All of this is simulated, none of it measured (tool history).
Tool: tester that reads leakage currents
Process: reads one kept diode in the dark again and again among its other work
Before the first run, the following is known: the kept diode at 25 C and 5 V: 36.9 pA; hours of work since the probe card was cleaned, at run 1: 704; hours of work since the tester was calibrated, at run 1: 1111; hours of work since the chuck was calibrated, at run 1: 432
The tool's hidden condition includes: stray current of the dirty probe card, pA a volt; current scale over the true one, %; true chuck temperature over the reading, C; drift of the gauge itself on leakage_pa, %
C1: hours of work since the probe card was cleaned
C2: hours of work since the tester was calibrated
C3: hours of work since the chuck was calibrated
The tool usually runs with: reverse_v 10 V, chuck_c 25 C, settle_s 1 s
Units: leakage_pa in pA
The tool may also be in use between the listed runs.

{"run": 1, "hour": 0.0, "reverse_v": 10, "chuck_c": 25, "settle_s": 1, "C1": 704, "C2": 1111, "C3": 432, "leakage_pa": 59.77}
{"run": 2, "hour": 23.5, "reverse_v": 10.6, "chuck_c": 25, "settle_s": 1, "C1": 722, "C2": 1128, "C3": 450, "leakage_pa": 62.14}
{"run": 3, "hour": 48.8, "reverse_v": 10.6, "chuck_c": 25, "settle_s": 0.63, "C1": 741, "C2": 1147, "C3": 469, "leakage_pa": 64.48}
{"run": 4, "hour": 79.4, "reverse_v": 10.6, "chuck_c": 25, "settle_s": 0.63, "C1": 764, "C2": 1170, "C3": 492, "leakage_pa": 64.61}
{"run": 5, "hour": 104.2, "reverse_v": 10.6, "chuck_c": 25, "settle_s": 0.63, "C1": 782, "C2": 1189, "C3": 511, "leakage_pa": 64.68}
{"run": 6, "hour": 138.7, "reverse_v": 10, "chuck_c": 25, "settle_s": 1, "C1": 808, "C2": 1215, "C3": 537, "leakage_pa": 59.9}
{"run": 7, "hour": 161.9, "reverse_v": 10, "chuck_c": 25, "settle_s": 1, "C1": 826, "C2": 1232, "C3": 554, "leakage_pa": 59.82}
{"run": 8, "hour": 197.8, "reverse_v": 10, "chuck_c": 25, "settle_s": 0.6, "C1": 853, "C2": 1259, "C3": 581, "leakage_pa": 62.27}
{"run": 9, "hour": 226.6, "reverse_v": 10, "chuck_c": 25, "settle_s": 0.6, "C1": 875, "C2": 1281, "C3": 603, "leakage_pa": 62.31}
{"run": 10, "hour": 245.7, "reverse_v": 5, "chuck_c": 25, "settle_s": 2.64, "C1": 889, "C2": 1295, "C3": 617, "leakage_pa": 37.89}
{"run": 11, "hour": 264.4, "reverse_v": 3, "chuck_c": 52, "settle_s": 1, "C1": 903, "C2": 1310, "C3": 631, "leakage_pa": 196.35}
{"run": 12, "hour": 299.9, "reverse_v": 3, "chuck_c": 20, "settle_s": 1, "C1": 930, "C2": 1336, "C3": 658, "leakage_pa": 19.43}
{"hour": 306.9, "done": "chuck's temperature calibrated"}
{"run": 13, "hour": 317.8, "reverse_v": 3, "chuck_c": 20, "settle_s": 1, "C1": 942, "C2": 1348, "C3": 8, "leakage_pa": 19.5}
{"run": 14, "hour": 344.5, "reverse_v": 4, "chuck_c": 23, "settle_s": 3.82, "C1": 962, "C2": 1368, "C3": 28, "leakage_pa": 28.19}
{"run": 15, "hour": 367.6, "reverse_v": 1.6, "chuck_c": 42, "settle_s": 1, "C1": 979, "C2": 1386, "C3": 46, "leakage_pa": 68.16}

What differs in the tool's unlogged condition from the final listed run ahead of each entry between runs to the first listed run following it?
Logged between run 12 and run 13: chuck's temperature calibrated (hour 306.9)
  no hidden state differs between the two runs
